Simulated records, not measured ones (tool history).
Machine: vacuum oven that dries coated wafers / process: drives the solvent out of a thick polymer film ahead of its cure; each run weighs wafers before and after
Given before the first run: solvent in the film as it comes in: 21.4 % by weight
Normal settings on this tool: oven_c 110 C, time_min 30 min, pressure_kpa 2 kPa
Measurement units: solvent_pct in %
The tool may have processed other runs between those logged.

run 1 hour=0 | oven_c=110 time_min=30 pressure_kpa=2 | solvent_pct=6.03
run 2 hour=46.5 | oven_c=110 time_min=30 pressure_kpa=2 | solvent_pct=6.02
run 3 hour=91.1 | oven_c=110 time_min=30 pressure_kpa=2 | solvent_pct=6.12
-- hour=114.1 oven's thermocouples calibrated
run 4 hour=129.4 | oven_c=110 time_min=30 pressure_kpa=2 | solvent_pct=5.5
run 5 hour=186.3 | oven_c=110 time_min=30 pressure_kpa=2 | solvent_pct=5.8
run 6 hour=231.7 | oven_c=110 time_min=30 pressure_kpa=2 | solvent_pct=5.58
run 7 hour=294.6 | oven_c=110 time_min=30 pressure_kpa=2 | solvent_pct=5.66
run 8 hour=361.3 | oven_c=110 time_min=30 pressure_kpa=2 | solvent_pct=5.58
run 9 hour=392.9 | oven_c=110 time_min=30 pressure_kpa=2 | solvent_pct=5.59
run 10 hour=445.2 | oven_c=110 time_min=30 pressure_kpa=2 | solvent_pct=5.65
run 11 hour=502.9 | oven_c=110 time_min=30 pressure_kpa=2 | solvent_pct=5.65
run 12 hour=543.5 | oven_c=110 time_min=30 pressure_kpa=2 | solvent_pct=5.79
run 13 hour=581.3 | oven_c=110 time_min=30 pressure_kpa=2 | solvent_pct=5.84
run 14 hour=646.2 | oven_c=110 time_min=30 pressure_kpa=2 | solvent_pct=5.74
run 15 hour=678.2 | oven_c=110 time_min=30 pressure_kpa=2 | solvent_pct=5.74
run 16 hour=726.3 | oven_c=111 time_min=30 pressure_kpa=2 | solvent_pct=5.36
run 17 hour=773.6 | oven_c=111 time_min=30 pressure_kpa=2 | solvent_pct=5.27
run 18 hour=841.5 | oven_c=111 time_min=30 pressure_kpa=2 | solvent_pct=5.44
run 19 hour=883.1 | oven_c=111 time_min=30 pressure_kpa=2 | solvent_pct=5.48
run 20 hour=952.8 | oven_c=111 time_min=30 pressure_kpa=2 | solvent_pct=5.65
run 21 hour=1017.7 | oven_c=111 time_min=30 pressure_kpa=2 | solvent_pct=5.64
run 22 hour=1081.9 | oven_c=111 time_min=30 pressure_kpa=2 | solvent_pct=5.7
run 23 hour=1114.9 | oven_c=110 time_min=25 pressure_kpa=2 | solvent_pct=7.1
run 24 hour=1143.4 | oven_c=114 time_min=37 pressure_kpa=1.73 | solvent_pct=3.4
run 25 hour=1203.7 | oven_c=110 time_min=30 pressure_kpa=2.16 | solvent_pct=6.2
-- hour=1234.1 oven's thermocouples calibrated
run 26 hour=1235.3 | oven_c=110 time_min=19 pressure_kpa=5.51 | solvent_pct=9.93
run 27 hour=1296 | oven_c=110 time_min=19 pressure_kpa=5.51 | solvent_pct=9.87
run 28 hour=1361.5 | oven_c=110 time_min=23 pressure_kpa=2 | solvent_pct=7.61
run 29 hour=1419.3 | oven_c=110 time_min=30 pressure_kpa=1.34 | solvent_pct=5.49
run 30 hour=1483.9 | oven_c=110 time_min=49 pressure_kpa=1.6 | solvent_pct=3.29
run 31 hour=1529.3 | oven_c=112 time_min=27 pressure_kpa=2 | solvent_pct=5.76
run 32 hour=1588.2 | oven_c=110 time_min=20 pressure_kpa=2.71 | solvent_pct=8.59
run 33 hour=1656.8 | oven_c=100 time_min=20 pressure_kpa=2.71 | solvent_pct=12.68
run 34 hour=1701.9 | oven_c=106 time_min=34 pressure_kpa=1.84 | solvent_pct=7
run 35 hour=1752 | oven_c=106 time_min=30 pressure_kpa=2 | solvent_pct=7.64
run 36 hour=1802.9 | oven_c=106 time_min=30 pressure_kpa=2 | solvent_pct=7.71
run 37 hour=1865.4 | oven_c=110 time_min=35 pressure_kpa=2 | solvent_pct=5.44
run 38 hour=1918.9 | oven_c=101 time_min=35 pressure_kpa=2 | solvent_pct=9.3
run 39 hour=1966.5 | oven_c=101 time_min=21 pressure_kpa=2 | solvent_pct=11.6
run 40 hour=2003.8 | oven_c=101 time_min=21 pressure_kpa=2 | solvent_pct=11.81
run 41 hour=2054.9 | oven_c=113 time_min=30 pressure_kpa=1.98 | solvent_pct=5.11
run 42 hour=2116.3 | oven_c=118 time_min=49 pressure_kpa=6.01 | solvent_pct=4.3
run 43 hour=2144.8 | oven_c=121 time_min=25 pressure_kpa=1.85 | solvent_pct=3.19
run 44 hour=2201 | oven_c=121 time_min=51 pressure_kpa=1.85 | solvent_pct=1.64
run 45 hour=2265.3 | oven_c=121 time_min=51 pressure_kpa=1.85 | solvent_pct=1.75
run 46 hour=2299.8 | oven_c=104 time_min=19 pressure_kpa=1.09 | solvent_pct=11.06

For some of the steps in solvent_pct from one run to the next: how much would appear even if the tool had no hidden state, given the settings, what came in and random variation, and how much remains for the hidden state plus any gauge scatter that the measured result and the result without hidden state don't share?
Unlogged tool condition in this case: true wafer temperature over the reading, C; true pressure over the reading, kPa; drift of the gauge itself on solvent_pct, %.
Run 3 -> 4: oven's thermocouples calibrated. solvent_pct -0.62 %: hidden state -0.49, all else -0.13.
Run 25 -> 26: time_min 30 -> 19, pressure_kpa 2.16 -> 5.51, oven's thermocouples calibrated. solvent_pct +3.73 %: hidden state -0.51, all else +4.24.
Run 33 -> 34: oven_c 100 -> 106, time_min 20 -> 34, pressure_kpa 2.71 -> 1.84. solvent_pct -5.68 %: hidden state +0.18, all else -5.86.
Run 40 -> 41: oven_c 101 -> 113, time_min 21 -> 30, pressure_kpa 2 -> 1.98. solvent_pct -6.7 %: hidden state +0.06, all else -6.76.
Run 45 -> 46: oven_c 121 -> 104, time_min 51 -> 19, pressure_kpa 1.85 -> 1.09. solvent_pct +9.31 %: hidden state +0.33, all else +8.98.

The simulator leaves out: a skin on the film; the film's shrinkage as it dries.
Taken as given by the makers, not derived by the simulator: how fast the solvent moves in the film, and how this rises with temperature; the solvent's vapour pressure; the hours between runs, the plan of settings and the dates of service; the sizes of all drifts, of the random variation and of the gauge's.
